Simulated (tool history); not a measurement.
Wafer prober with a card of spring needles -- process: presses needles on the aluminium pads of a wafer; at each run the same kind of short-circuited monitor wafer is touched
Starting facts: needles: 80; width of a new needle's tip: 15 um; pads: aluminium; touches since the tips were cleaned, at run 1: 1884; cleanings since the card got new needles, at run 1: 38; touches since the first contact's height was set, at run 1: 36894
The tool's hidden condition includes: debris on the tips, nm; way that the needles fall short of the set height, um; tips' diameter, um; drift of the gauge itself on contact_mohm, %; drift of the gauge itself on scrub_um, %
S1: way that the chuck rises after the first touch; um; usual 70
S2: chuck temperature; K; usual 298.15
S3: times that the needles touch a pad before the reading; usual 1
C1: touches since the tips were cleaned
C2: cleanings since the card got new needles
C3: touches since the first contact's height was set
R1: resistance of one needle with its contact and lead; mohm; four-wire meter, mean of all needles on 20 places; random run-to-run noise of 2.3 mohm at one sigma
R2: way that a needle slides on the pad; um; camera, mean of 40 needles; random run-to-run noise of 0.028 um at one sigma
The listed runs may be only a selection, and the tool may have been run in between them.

| run | hour | S1 | S2 | S3 | C1 | C2 | C3 | R1 | R2 |
|---|---|---|---|---|---|---|---|---|---|
| 1 | 0 | 70 | 298.15 | 1 | 1884 | 38 | 36894 | 270 | 11.11 |
|  | 3.1 | tips cleaned on abrasive film |
|  | 10.7 | tips cleaned on abrasive film |
|  | 16.8 | tips cleaned on abrasive film |
|  | 22.9 | tips cleaned on abrasive film |
| 2 | 27.6 | 70 | 298.15 | 1 | 2353 | 42 | 50422 | 267 | 11.05 |
|  | 29.2 | tips cleaned on abrasive film |
|  | 35.3 | tips cleaned on abrasive film |
|  | 41.3 | tips cleaned on abrasive film |
|  | 48.9 | tips cleaned on abrasive film |
|  | 55 | tips cleaned on abrasive film |
|  | 62.6 | tips cleaned on abrasive film |
|  | 68.7 | tips cleaned on abrasive film |
| 3 | 69.1 | 70 | 298.15 | 1 | 187 | 49 | 70721 | 262 | 11.03 |
|  | 75.2 | tips cleaned on abrasive film |
|  | 81.2 | tips cleaned on abrasive film |
|  | 88.8 | tips cleaned on abrasive film |
|  | 96.4 | tips cleaned on abrasive film |
|  | 104 | tips cleaned on abrasive film |
|  | 110.1 | tips cleaned on abrasive film |
| 4 | 112.8 | 70 | 298.15 | 1 | 1359 | 55 | 92195 | 266 | 11 |
|  | 117.4 | tips cleaned on abrasive film |
|  | 123.5 | tips cleaned on abrasive film |
|  | 125.3 | height of the first contact set anew |
|  | 131.4 | tips cleaned on abrasive film |
| 5 | 133.3 | 70 | 298.15 | 1 | 957 | 58 | 3936 | 268 | 11.04 |
|  | 137.9 | tips cleaned on abrasive film |
|  | 144 | tips cleaned on abrasive film |
|  | 150.1 | tips cleaned on abrasive film |
|  | 156.1 | tips cleaned on abrasive film |
| 6 | 160.2 | 70 | 298.15 | 1 | 2028 | 62 | 17137 | 266 | 11.03 |
|  | 163.3 | tips cleaned on abrasive film |
|  | 170.9 | tips cleaned on abrasive film |
|  | 178.5 | tips cleaned on abrasive film |
|  | 186.1 | tips cleaned on abrasive film |
|  | 193.6 | tips cleaned on abrasive film |
| 7 | 199.1 | 89 | 298.15 | 1 | 2731 | 67 | 36256 | 265 | 13.99 |
|  | 200.7 | tips cleaned on abrasive film |
|  | 206.8 | tips cleaned on abrasive film |
|  | 214.4 | tips cleaned on abrasive film |
|  | 220.5 | tips cleaned on abrasive film |
|  | 228.1 | tips cleaned on abrasive film |
|  | 235.6 | tips cleaned on abrasive film |
|  | 241.7 | tips cleaned on abrasive film |
| 8 | 245.5 | 70 | 298.15 | 1 | 1888 | 74 | 59001 | 264 | 10.95 |
|  | 248.6 | tips cleaned on abrasive film |
|  | 256.2 | tips cleaned on abrasive film |
|  | 263.8 | tips cleaned on abrasive film |
|  | 269.9 | tips cleaned on abrasive film |
|  | 277.5 | tips cleaned on abrasive film |
|  | 283.5 | tips cleaned on abrasive film |
| 9 | 286.8 | 70 | 298.15 | 1 | 1614 | 80 | 79237 | 266 | 10.95 |
|  | 289.9 | tips cleaned on abrasive film |
|  | 296 | tips cleaned on abrasive film |
|  | 302 | tips cleaned on abrasive film |
|  | 309.6 | tips cleaned on abrasive film |
|  | 317.2 | tips cleaned on abrasive film |
|  | 323.3 | tips cleaned on abrasive film |
|  | 326.6 | height of the first contact set anew |
| 10 | 326.6 | 70 | 298.15 | 1 | 1493 | 86 | 3 | 266 | 10.96 |
|  | 330.1 | tips cleaned on abrasive film |
|  | 336.1 | tips cleaned on abrasive film |
|  | 343.7 | tips cleaned on abrasive film |
|  | 351.3 | tips cleaned on abrasive film |
|  | 358.9 | tips cleaned on abrasive film |
|  | 365 | tips cleaned on abrasive film |
| 11 | 370 | 90 | 298.15 | 1 | 2494 | 92 | 21301 | 265 | 14.07 |
|  | 371.6 | tips cleaned on abrasive film |
|  | 377.7 | tips cleaned on abrasive film |
|  | 383.8 | tips cleaned on abrasive film |
|  | 391.3 | tips cleaned on abrasive film |
| 12 | 393.4 | 90 | 298.15 | 3 | 1031 | 96 | 32759 | 264 | 14.06 |
|  | 398 | tips cleaned on abrasive film |
|  | 404.1 | tips cleaned on abrasive film |
|  | 410.2 | tips cleaned on abrasive film |
|  | 417.8 | tips cleaned on abrasive film |
|  | 425.3 | tips cleaned on abrasive film |
|  | 432.9 | tips cleaned on abrasive film |
| 13 | 438.7 | 90 | 298.15 | 3 | 2865 | 102 | 54993 | 265 | 14.05 |
|  | 440.3 | tips cleaned on abrasive film |
|  | 446.4 | tips cleaned on abrasive film |
|  | 453.9 | tips cleaned on abrasive film |
|  | 460 | tips cleaned on abrasive film |
|  | 466.1 | tips cleaned on abrasive film |
| 14 | 470.6 | 90 | 358.15 | 1 | 2251 | 107 | 70652 | 282 | 14.05 |
|  | 473.7 | tips cleaned on abrasive film |
|  | 481.3 | tips cleaned on abrasive film |
|  | 487.4 | tips cleaned on abrasive film |
|  | 494.9 | tips cleaned on abrasive film |
|  | 501 | tips cleaned on abrasive film |
| 15 | 501.8 | 70 | 316.15 | 1 | 399 | 112 | 85924 | 269 | 10.86 |
|  | 507.9 | tips cleaned on abrasive film |
|  | 514 | tips cleaned on abrasive film |
|  | 521.6 | tips cleaned on abrasive film |
|  | 527.7 | tips cleaned on abrasive film |
|  | 528 | height of the first contact set anew |
|  | 535.6 | tips cleaned on abrasive film |
| 16 | 540 | 55 | 353.15 | 2 | 2216 | 117 | 5940 | 281 | 8.53 |
|  | 543.1 | tips cleaned on abrasive film |
|  | 549.2 | tips cleaned on abrasive film |
|  | 556.8 | tips cleaned on abrasive film |
|  | 564.4 | tips cleaned on abrasive film |
|  | 570.4 | tips cleaned on abrasive film |
| 17 | 574.9 | 70 | 317.15 | 1 | 2204 | 122 | 23041 | 273 | 10.88 |
|  | 578 | tips cleaned on abrasive film |
|  | 584 | tips cleaned on abrasive film |
|  | 590.1 | tips cleaned on abrasive film |
|  | 597.7 | tips cleaned on abrasive film |
|  | 603.8 | tips cleaned on abrasive film |
|  | 611.4 | tips cleaned on abrasive film |
|  | 617.5 | tips cleaned on abrasive film |
| 18 | 619.1 | 85 | 306.15 | 1 | 834 | 129 | 44733 | 266 | 13.18 |
|  | 623.7 | tips cleaned on abrasive film |
|  | 629.8 | tips cleaned on abrasive film |
|  | 637.4 | tips cleaned on abrasive film |
|  | 645 | tips cleaned on abrasive film |
|  | 652.6 | tips cleaned on abrasive film |
| 19 | 658.4 | 85 | 306.15 | 1 | 2883 | 134 | 63998 | 264 | 13.18 |
|  | 660 | tips cleaned on abrasive film |
|  | 666 | tips cleaned on abrasive film |
|  | 673.6 | tips cleaned on abrasive film |
|  | 681.2 | tips cleaned on abrasive film |
|  | 688.8 | tips cleaned on abrasive film |
|  | 694.9 | tips cleaned on abrasive film |
| 20 | 697.7 | 53 | 371.15 | 1 | 1412 | 140 | 83288 | 292 | 8.21 |
|  | 702.3 | tips cleaned on abrasive film |
|  | 708.4 | tips cleaned on abrasive film |
|  | 714.5 | tips cleaned on abrasive film |
|  | 722.1 | tips cleaned on abrasive film |
|  | 728.3 | height of the first contact set anew |
|  | 729.9 | tips cleaned on abrasive film |
| 21 | 733.7 | 54 | 347.15 | 3 | 1857 | 145 | 2602 | 285 | 8.41 |
|  | 736.8 | tips cleaned on abrasive film |
|  | 738.3 | gauge calibrated |
|  | 742.9 | tips cleaned on abrasive film |
|  | 748.9 | tips cleaned on abrasive film |
|  | 756.5 | tips cleaned on abrasive film |
| 22 | 757.1 | 54 | 347.15 | 3 | 270 | 149 | 14045 | 285 | 8.52 |
|  | 763.2 | tips cleaned on abrasive film |
|  | 770.7 | tips cleaned on abrasive film |
|  | 778.3 | tips cleaned on abrasive film |
| 23 | 783 | 58 | 318.15 | 3 | 2312 | 152 | 26785 | 273 | 9.17 |

What if the next run were any one of these 3? Each begins from the tool's condition after run 23:
|  | 784.6 | tips cleaned on abrasive film |
|  | 792.1 | tips cleaned on abrasive film |
|  | 798.2 | tips cleaned on abrasive film |
|  | 805.8 | tips cleaned on abrasive film |
|  | 811.9 | tips cleaned on abrasive film |
|  | 818.8 | tips cleaned on abrasive film |
| A | 818.8 | 58 | 368.15 | 2 | 0 | 158 | 44308 | ? | ? |
|  | 784.6 | tips cleaned on abrasive film |
|  | 792.1 | tips cleaned on abrasive film |
|  | 798.2 | tips cleaned on abrasive film |
|  | 805.8 | tips cleaned on abrasive film |
|  | 811.9 | tips cleaned on abrasive film |
|  | 818.8 | tips cleaned on abrasive film |
| B | 818.8 | 54 | 299.15 | 3 | 0 | 158 | 44308 | ? | ? |
|  | 784.6 | tips cleaned on abrasive film |
|  | 792.1 | tips cleaned on abrasive film |
|  | 798.2 | tips cleaned on abrasive film |
|  | 805.8 | tips cleaned on abrasive film |
|  | 811.9 | tips cleaned on abrasive film |
|  | 818.8 | tips cleaned on abrasive film |
| C | 818.8 | 60 | 367.15 | 1 | 0 | 158 | 44308 | ? | ? |

| run | R1 | R2 |
|---|---|---|
| A | 291 | 9.17 |
| B | 269 | 8.5 |
| C | 288 | 9.39 |
What these runs would have given with no unlogged condition in the tool:
| run | R1 | R2 |
|---|---|---|
| A | 291 | 9.19 |
| B | 269 | 8.52 |
| C | 288 | 9.42 |
